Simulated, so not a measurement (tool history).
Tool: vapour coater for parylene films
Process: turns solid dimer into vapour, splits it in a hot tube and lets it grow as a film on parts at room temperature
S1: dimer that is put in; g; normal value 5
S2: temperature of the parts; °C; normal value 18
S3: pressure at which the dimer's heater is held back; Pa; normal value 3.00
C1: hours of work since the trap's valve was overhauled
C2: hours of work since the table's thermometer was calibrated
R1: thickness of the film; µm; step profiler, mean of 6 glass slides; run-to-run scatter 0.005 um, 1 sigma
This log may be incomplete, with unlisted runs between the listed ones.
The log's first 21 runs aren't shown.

Run 22, day 31.004: usual settings but S1 3 g, S3 3.50 Pa; C1 167; C2 299. Result: R1 1.294 µm.
Run 23, day 32.108: usual settings but S1 3 g, S3 3.50 Pa; C1 190; C2 322. Result: R1 1.285 µm.
Run 24, day 33.425: usual settings but S1 3 g, S3 3.50 Pa; C1 217; C2 349. Result: R1 1.287 µm.
At day 35.333: trap's valve overhauled, once more.
Run 25, day 35.621: usual settings but S2 11 °C, S3 3.70 Pa; C1 6; C2 392. Result: R1 3.214 µm.
Run 26, day 36.917: usual settings but S1 2 g, S2 10 °C, S3 10.12 Pa; C1 33; C2 419. Result: R1 1.148 µm.
Run 27, day 38.642: usual settings but S1 2 g, S2 10 °C, S3 10.12 Pa; C1 69; C2 455. Result: R1 1.150 µm.
Run 28, day 40.217: usual settings but S1 3 g, S2 27 °C, S3 7.79 Pa; C1 102; C2 488. Result: R1 0.854 µm.
Run 29, day 41.483: usual settings but S1 3 g, S3 11.86 Pa; C1 128; C2 514. Result: R1 1.185 µm.
Run 30, day 42.492: usual settings but S1 3 g, S3 11.86 Pa; C1 150; C2 535. Result: R1 1.176 µm.
Run 31, day 43.429: usual settings but S1 3 g, S3 11.86 Pa; C1 169; C2 555. Result: R1 1.175 µm.
Run 32, day 44.492: usual settings but S1 4 g, S2 28 °C, S3 4.64 Pa; C1 191; C2 577. Result: R1 1.175 µm.
Run 33, day 46.200: usual settings but S1 3 g, S2 23 °C, S3 4.64 Pa; C1 227; C2 613. Result: R1 1.086 µm.
Run 34, day 48.267: usual settings but S1 3 g, S2 23 °C, S3 4.64 Pa; C1 270; C2 656. Result: R1 1.078 µm.
Run 35, day 49.671: usual settings but S1 2 g, S2 27 °C, S3 2.13 Pa; C1 300; C2 685. Result: R1 0.678 µm.
Run 36, day 51.671: usual settings but S1 2 g, S2 27 °C, S3 2.13 Pa; C1 341; C2 727. Result: R1 0.676 µm.
Run 37, day 53.333: usual settings but S1 8 g, S2 28 °C, S3 3.99 Pa; C1 376; C2 762. Result: R1 2.366 µm.
Run 38, day 55.308: usual settings but S2 30 °C; C1 417; C2 803. Result: R1 1.413 µm.
Run 39, day 56.317: usual settings but S2 30 °C; C1 438; C2 824. Result: R1 1.410 µm.
Run 40, day 57.958: usual settings but S1 3 g, S2 30 °C; C1 473; C2 858. Result: R1 0.842 µm.
Run 41, day 59.758: usual settings but S1 7 g, S2 26 °C, S3 3.91 Pa; C1 510; C2 896. Result: R1 2.242 µm.
At day 60.767: trap's valve overhauled.
Run 42, day 61.533: usual settings but S1 7 g, S2 26 °C, S3 2.83 Pa; C1 16; C2 930. Result: R1 2.463 µm.
Run 43, day 63.271: usual settings but S1 7 g, S2 26 °C, S3 2.83 Pa; C1 52; C2 966. Result: R1 2.470 µm.

Run 44 has not been measured yet. What should we expect?
Run 44, day 64.262: usual settings but S1 7 g, S2 15 °C, S3 2.40 Pa; C1 73; C2 987. Result: R1 ?.

R1: 4.068 µm
With the hidden condition absent and the run-to-run variation left alone, this run would have shown R1 3.988 µm.
